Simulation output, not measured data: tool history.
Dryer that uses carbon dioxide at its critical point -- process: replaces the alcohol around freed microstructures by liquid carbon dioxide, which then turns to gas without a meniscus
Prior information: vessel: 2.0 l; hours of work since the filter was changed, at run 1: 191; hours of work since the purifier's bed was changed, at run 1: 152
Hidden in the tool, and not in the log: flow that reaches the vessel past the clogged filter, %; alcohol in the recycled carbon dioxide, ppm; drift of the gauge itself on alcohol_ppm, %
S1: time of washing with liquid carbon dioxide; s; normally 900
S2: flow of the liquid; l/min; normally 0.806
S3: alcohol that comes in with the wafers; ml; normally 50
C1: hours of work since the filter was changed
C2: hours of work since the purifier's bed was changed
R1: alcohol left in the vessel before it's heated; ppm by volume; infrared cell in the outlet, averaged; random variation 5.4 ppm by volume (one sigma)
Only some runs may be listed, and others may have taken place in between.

run 1 hour=0 | S1=900 S2=0.806 S3=50 | C1=191 C2=152 | R1=282
run 2 hour=9.6 | S1=600 S2=0.806 S3=50 | C1=195 C2=155 | R1=1109
run 3 hour=17 | S1=900 S2=0.806 S3=109 | C1=198 C2=158 | R1=550
run 4 hour=25.4 | S1=900 S2=0.806 S3=26 | C1=201 C2=161 | R1=197
run 5 hour=30.6 | S1=900 S2=0.806 S3=77 | C1=203 C2=163 | R1=414
run 6 hour=38.7 | S1=900 S2=0.736 S3=50 | C1=206 C2=166 | R1=405
run 7 hour=48.2 | S1=900 S2=0.806 S3=33 | C1=210 C2=170 | R1=232
run 8 hour=52.9 | S1=900 S2=0.806 S3=33 | C1=211 C2=172 | R1=230
run 9 hour=58.4 | S1=900 S2=0.806 S3=50 | C1=213 C2=174 | R1=310
run 10 hour=67.9 | S1=900 S2=0.806 S3=50 | C1=217 C2=177 | R1=306
run 11 hour=76.5 | S1=900 S2=0.806 S3=50 | C1=220 C2=180 | R1=309
run 12 hour=82.7 | S1=900 S2=0.806 S3=27 | C1=223 C2=183 | R1=211
run 13 hour=89.6 | S1=960 S2=0.806 S3=67 | C1=225 C2=185 | R1=309
run 14 hour=95.7 | S1=960 S2=0.806 S3=67 | C1=227 C2=188 | R1=318
-- hour=106 inlet filter changed
run 15 hour=106.4 | S1=960 S2=0.806 S3=67 | C1=0 C2=191 | R1=238
run 16 hour=111.9 | S1=600 S2=1.226 S3=79 | C1=2 C2=193 | R1=281
run 17 hour=117.2 | S1=1320 S2=1.226 S3=60 | C1=4 C2=195 | R1=98
run 18 hour=126.3 | S1=1320 S2=1.226 S3=60 | C1=8 C2=199 | R1=96
run 19 hour=134.2 | S1=1320 S2=1.226 S3=60 | C1=11 C2=202 | R1=97
run 20 hour=144.8 | S1=720 S2=1.226 S3=51 | C1=15 C2=206 | R1=153
run 21 hour=151.9 | S1=720 S2=1.226 S3=51 | C1=17 C2=209 | R1=145
run 22 hour=161.9 | S1=900 S2=0.948 S3=63 | C1=21 C2=212 | R1=172
run 23 hour=169.5 | S1=900 S2=0.948 S3=63 | C1=24 C2=215 | R1=174
run 24 hour=179.9 | S1=1260 S2=0.806 S3=23 | C1=28 C2=219 | R1=125

Below, some changes in R1 between adjacent runs. For each, the amount present without the hidden state too (settings, incoming material, random variation) and the amount remaining for the hidden state with gauge scatter not shared by both compared results:
Run 1 -> 2: S1 900 -> 600. R1 +827 ppm by volume: hidden state +191, all else +636.
Run 2 -> 3: S1 600 -> 900, S3 50 -> 109. R1 -559 ppm by volume: hidden state -91, all else -468.
Run 3 -> 4: S3 109 -> 26. R1 -353 ppm by volume: hidden state -126, all else -227.

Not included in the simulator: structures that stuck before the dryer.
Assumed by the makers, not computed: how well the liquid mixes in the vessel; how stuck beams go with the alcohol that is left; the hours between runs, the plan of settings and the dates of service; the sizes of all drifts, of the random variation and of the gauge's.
